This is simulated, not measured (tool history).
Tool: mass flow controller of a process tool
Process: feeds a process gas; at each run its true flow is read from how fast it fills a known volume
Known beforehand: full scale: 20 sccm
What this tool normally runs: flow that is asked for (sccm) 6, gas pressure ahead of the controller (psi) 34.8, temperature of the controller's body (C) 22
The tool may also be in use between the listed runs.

run    hour  flow that is asked for (sccm)  gas pressure ahead of the controller (psi)  temperature of the controller's body (C)  true flow (%)
  1     0.0                              6                                        34.8                                        22          99.68
  2    52.0                              6                                        34.8                                        22          99.79
  3    97.0                              6                                        34.8                                        22          99.80
  4   175.1                              6                                        34.8                                        22          99.76
  5   248.2                              6                                        34.8                                        22          99.85
  6   336.4                              6                                        25.4                                        22          99.27
  7   424.2                              6                                        34.8                                        22          99.73
  8   494.5                              6                                        34.8                                        22          99.76
  9   585.9                              4                                        34.8                                        22          99.71
 10   644.9                              6                                        34.8                                        22          99.79
 11   722.6                              6                                        33.6                                        22          99.65
 12   798.6                              6                                        33.6                                        22          99.82
 13   847.2                              7                                        34.8                                        22          99.78
 14   909.3                              6                                        34.8                                        22          99.78
 15   998.7                              6                                        34.8                                        22          99.72
 16  1087.0                              6                                        34.8                                        22          99.78
 17  1154.7                              6                                        34.8                                        24          99.54
 18  1228.6                              6                                        34.8                                        22          99.70
 19  1309.4                              6                                        34.8                                        40          98.37
 20  1392.5                              5                                        34.8                                        40          98.33
 21  1454.9                              5                                        34.8                                        40          98.28
 22  1498.2                              5                                        34.8                                        40          98.23
 23  1568.3                              7                                        34.8                                        22          99.90
 24  1622.4                              7                                        34.8                                        22          99.79
 25  1688.6                              7                                        34.8                                        22          99.80
 26  1756.5                              7                                        34.8                                        22          99.77
 27  1833.9                             13                                        21.9                                        22          99.49
 28  1883.0                             13                                        21.9                                        22          99.37
 29  1955.8                              8                                        20.9                                        36          98.13
 30  2033.9                              4                                        20.5                                        30          98.13
 31  2074.9                              4                                        26.7                                        34          98.33
 32  2136.1                              4                                        26.7                                        25          99.14
 33  2201.7                              3                                        26.8                                        23          99.23
 34  2288.5                              7                                        21.3                                        26          98.85
 35  2342.8                              7                                        21.3                                        26          98.91
 36  2387.8                             14                                        34.8                                        22         100.27
 37  2460.4                             14                                        34.8                                        22         100.23
 38  2538.4                             11                                        34.8                                        37          98.77
 39  2580.5                              5                                        27.6                                        24          99.24
 40  2663.5                              3                                        33.9                                        37          98.44
 41  2712.3                              3                                        37.7                                        37          98.50
 42  2802.9                              3                                        25.4                                        36          98.09
 43  2880.1                              3                                        23.8                                        36          97.93
 44  2933.9                              3                                        23.8                                        36          97.87
 45  3000.0                              3                                        23.8                                        36          97.94
 46  3056.5                              3                                        28.0                                        36          98.12
 47  3131.9                              6                                        28.6                                        22          99.38
 48  3196.4                              3                                        33.8                                        35          98.56

5 ways to go on from here, each from the tool as it stands after run 48. What would each give?
  A  3265.4                              3                                        20.3                                        35              ?
  B  3265.4                              6                                        22.8                                        33              ?
  C  3265.4                             19                                        26.3                                        35              ?
  D  3265.4                              6                                        28.1                                        22              ?
  E  3265.4                              3                                        34.8                                        22              ?

run  true flow (%)
  A          97.87
  B          98.28
  C          99.07
  D          99.45
  E          99.49
With the hidden condition removed and each run's random variation left untouched, the same runs would have given:
run  true flow (%)
  A          97.90
  B          98.29
  C          99.07
  D          99.46
  E          99.52
